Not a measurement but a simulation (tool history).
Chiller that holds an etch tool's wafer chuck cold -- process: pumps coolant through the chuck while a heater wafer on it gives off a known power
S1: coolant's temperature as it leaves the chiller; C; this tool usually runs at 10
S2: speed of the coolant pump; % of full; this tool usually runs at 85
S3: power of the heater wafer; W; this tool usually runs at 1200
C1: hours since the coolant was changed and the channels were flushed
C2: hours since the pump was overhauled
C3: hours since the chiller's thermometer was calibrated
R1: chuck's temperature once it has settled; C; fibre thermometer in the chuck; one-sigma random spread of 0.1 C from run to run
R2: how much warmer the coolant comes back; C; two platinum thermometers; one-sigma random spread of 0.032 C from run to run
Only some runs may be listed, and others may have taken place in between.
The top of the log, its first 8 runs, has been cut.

Run 9, hour 272.9: usual settings; C1 726; C2 662; C3 1630. Result: R1 20.7 C, R2 3.85 C.
Run 10, hour 302.4: usual settings but S3 1250 W; C1 756; C2 691; C3 1659. Result: R1 21.1 C, R2 4.00 C.
Run 11, hour 334.5: usual settings but S3 1250 W; C1 788; C2 723; C3 1691. Result: R1 21.2 C, R2 3.96 C.
Run 12, hour 380.3: usual settings; C1 834; C2 769; C3 1737. Result: R1 20.6 C, R2 3.81 C.
Run 13, hour 417.9: usual settings; C1 871; C2 807; C3 1775. Result: R1 20.8 C, R2 3.85 C.
Run 14, hour 456.3: usual settings; C1 910; C2 845; C3 1813. Result: R1 20.7 C, R2 3.88 C.
Run 15, hour 488.0: usual settings; C1 941; C2 877; C3 1845. Result: R1 20.7 C, R2 3.91 C.
Run 16, hour 534.0: usual settings; C1 987; C2 923; C3 1891. Result: R1 20.8 C, R2 3.90 C.
Run 17, hour 574.5: usual settings but S1 5 C, S2 80 % of full; C1 1028; C2 963; C3 1931. Result: R1 16.4 C, R2 4.07 C.
Run 18, hour 615.1: usual settings but S2 82 % of full, S3 770 W; C1 1068; C2 1004; C3 1972. Result: R1 17.0 C, R2 2.59 C.
Run 19, hour 647.5: usual settings but S2 82 % of full, S3 770 W; C1 1101; C2 1036; C3 2004. Result: R1 16.6 C, R2 2.58 C.
Run 20, hour 667.5: usual settings but S2 82 % of full, S3 770 W; C1 1121; C2 1056; C3 2024. Result: R1 16.9 C, R2 2.59 C.
Run 21, hour 690.5: usual settings but S2 82 % of full, S3 770 W; C1 1144; C2 1079; C3 2047. Result: R1 16.9 C, R2 2.54 C.
Run 22, hour 726.4: usual settings but S1 6 C, S2 72 % of full, S3 1297 W; C1 1180; C2 1115; C3 2083. Result: R1 19.7 C, R2 4.95 C.
Run 23, hour 758.5: usual settings but S1 6 C, S2 63 % of full, S3 622 W; C1 1212; C2 1147; C3 2115. Result: R1 12.8 C, R2 2.71 C.
Run 24, hour 802.5: usual settings but S1 5 C, S2 97 % of full, S3 915 W; C1 1256; C2 1191; C3 2159. Result: R1 12.0 C, R2 2.59 C.
Run 25, hour 843.2: usual settings but S1 0 C, S2 74 % of full, S3 935 W; C1 1297; C2 1232; C3 2200. Result: R1 9.2 C, R2 3.56 C.
Run 26, hour 883.5: usual settings but S1 15 C, S2 71 % of full, S3 1260 W; C1 1337; C2 1272; C3 2240. Result: R1 28.0 C, R2 4.89 C.
Run 27, hour 916.8: usual settings but S1 14 C, S3 1496 W; C1 1370; C2 1306; C3 2274. Result: R1 27.8 C, R2 4.86 C.
Run 28, hour 957.5: usual settings but S1 19 C, S2 74 % of full, S3 1408 W; C1 1411; C2 1346; C3 2314. Result: R1 33.3 C, R2 5.27 C.
Run 29, hour 1004.0: usual settings but S1 4 C, S2 92 % of full, S3 1716 W; C1 1457; C2 1393; C3 2361. Result: R1 18.6 C, R2 5.11 C.
Run 30, hour 1033.2: usual settings but S2 63 % of full, S3 1762 W; C1 1486; C2 1422; C3 2390. Result: R1 30.9 C, R2 7.79 C.
Run 31, hour 1070.4: usual settings but S1 19 C, S2 67 % of full; C1 1524; C2 1459; C3 2427. Result: R1 32.3 C, R2 4.99 C.

Forecast each of these 5 alternatives for the next run:
Run A, hour 1093.9: usual settings but S1 9 C, S2 90 % of full, S3 1638 W; C1 1547; C2 1483; C3 2451. Result: R1 ?, R2 ?.
Run B, hour 1093.9: usual settings but S2 87 % of full, S3 732 W; C1 1547; C2 1483; C3 2451. Result: R1 ?, R2 ?.
Run C, hour 1093.9: usual settings but S1 19 C, S2 67 % of full, S3 1647 W; C1 1547; C2 1483; C3 2451. Result: R1 ?, R2 ?.
Run D, hour 1093.9: usual settings but S1 8 C, S2 67 % of full; C1 1547; C2 1483; C3 2451. Result: R1 ?, R2 ?.
Run E, hour 1093.9: usual settings but S1 11 C, S2 62 % of full, S3 1398 W; C1 1547; C2 1483; C3 2451. Result: R1 ?, R2 ?.

run    R1    R2
  A  23.2  5.03
  B  16.0  2.33
  C  37.5  6.77
  D  21.3  4.96
  E  27.8  6.35
Stripped of hidden state, with their random variation kept, the same runs would have yielded:
run    R1    R2
  A  22.9  4.86
  B  16.3  2.25
  C  37.0  6.53
  D  21.1  4.79
  E  27.3  6.13

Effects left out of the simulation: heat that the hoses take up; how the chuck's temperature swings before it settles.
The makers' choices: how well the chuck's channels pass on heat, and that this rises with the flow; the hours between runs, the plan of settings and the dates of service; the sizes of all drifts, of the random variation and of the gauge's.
